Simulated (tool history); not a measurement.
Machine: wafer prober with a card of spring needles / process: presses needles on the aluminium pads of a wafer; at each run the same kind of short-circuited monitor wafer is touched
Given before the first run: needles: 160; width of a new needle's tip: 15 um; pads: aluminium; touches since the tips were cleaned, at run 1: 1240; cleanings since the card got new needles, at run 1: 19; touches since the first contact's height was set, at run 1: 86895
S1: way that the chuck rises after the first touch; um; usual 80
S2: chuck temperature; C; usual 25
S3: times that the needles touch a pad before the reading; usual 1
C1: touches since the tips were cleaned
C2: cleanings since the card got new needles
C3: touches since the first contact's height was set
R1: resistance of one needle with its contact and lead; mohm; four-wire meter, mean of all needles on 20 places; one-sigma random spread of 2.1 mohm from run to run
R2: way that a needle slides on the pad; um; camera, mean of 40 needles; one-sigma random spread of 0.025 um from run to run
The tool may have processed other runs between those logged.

run,hour,S1,S2,S3,C1,C2,C3,R1,R2
1,0,80,25,1,1240,19,86895,244,10.09
# hour 7.1: tips cleaned on abrasive film
# hour 16.8: tips cleaned on abrasive film
2,18.8,80,25,2,903,21,95199,232,10.05
# hour 26.1: tips cleaned on abrasive film
# hour 35.9: tips cleaned on abrasive film
3,38.3,80,25,2,1055,23,103836,234,10.04
# hour 45.4: tips cleaned on abrasive film
4,52.8,80,25,2,3278,24,110251,249,10.01
# hour 54.9: tips cleaned on abrasive film
# hour 64.3: tips cleaned on abrasive film
5,66.4,80,25,2,923,26,116240,234,10.02
# hour 74: tips cleaned on abrasive film
6,81.5,80,25,1,3355,27,122952,262,10
# hour 83.2: tips cleaned on abrasive film
# hour 91.8: tips cleaned on abrasive film
7,97.2,80,25,2,2393,29,129879,240,9.95
# hour 100.5: tips cleaned on abrasive film
8,107.1,80,58,1,2939,30,134283,265,9.97
# hour 109.4: tips cleaned on abrasive film
# hour 118.8: tips cleaned on abrasive film
9,126.3,80,58,1,3354,32,142771,269,9.98
# hour 127.9: tips cleaned on abrasive film
10,135.6,80,58,1,3450,33,146893,268,9.93
# hour 137.4: tips cleaned on abrasive film
# hour 146.4: tips cleaned on abrasive film
# hour 156.1: tips cleaned on abrasive film
11,156.1,76,25,2,20,36,155918,227,9.44
# hour 165.1: tips cleaned on abrasive film
12,169.2,84,36,1,1832,37,161717,250,10.44
# hour 173.9: tips cleaned on abrasive film
13,180.2,79,59,2,2805,38,166578,253,9.79
# hour 183: tips cleaned on abrasive film
# hour 192.5: tips cleaned on abrasive film
14,196.7,80,25,2,1904,40,173894,245,9.86
# hour 201.4: tips cleaned on abrasive film
# hour 210.3: tips cleaned on abrasive film
15,210.4,85,25,1,54,42,179929,231,10.49
# hour 219.4: tips cleaned on abrasive film
16,222.3,85,25,1,1296,43,185173,236,10.53
# hour 228.9: tips cleaned on abrasive film
17,236.7,75,29,1,3510,44,191599,269,9.22
# hour 238.6: tips cleaned on abrasive film
# hour 247.7: tips cleaned on abrasive film
# hour 256.6: tips cleaned on abrasive film
18,257,75,29,1,203,47,200539,237,9.18

Alternative continuations, all from the tool just after run 18; predict every row:
# hour 265.4: tips cleaned on abrasive film
A,271.9,93,32,3,2886,48,207134,?,?
# hour 265.4: tips cleaned on abrasive film
B,271.9,75,83,2,2886,48,207134,?,?
# hour 265.4: tips cleaned on abrasive film
C,271.9,81,41,1,2886,48,207134,?,?
# hour 265.4: tips cleaned on abrasive film
D,271.9,75,118,1,2886,48,207134,?,?
# hour 265.4: tips cleaned on abrasive film
E,271.9,81,28,1,2886,48,207134,?,?

run,R1,R2
A,239,11.46
B,263,9.16
C,261,9.9
D,286,9.17
E,262,9.94
With the hidden condition removed and each run's random variation left untouched, the same runs would have given:
run,R1,R2
A,229,11.86
B,243,9.57
C,229,10.31
D,254,9.58
E,230,10.35

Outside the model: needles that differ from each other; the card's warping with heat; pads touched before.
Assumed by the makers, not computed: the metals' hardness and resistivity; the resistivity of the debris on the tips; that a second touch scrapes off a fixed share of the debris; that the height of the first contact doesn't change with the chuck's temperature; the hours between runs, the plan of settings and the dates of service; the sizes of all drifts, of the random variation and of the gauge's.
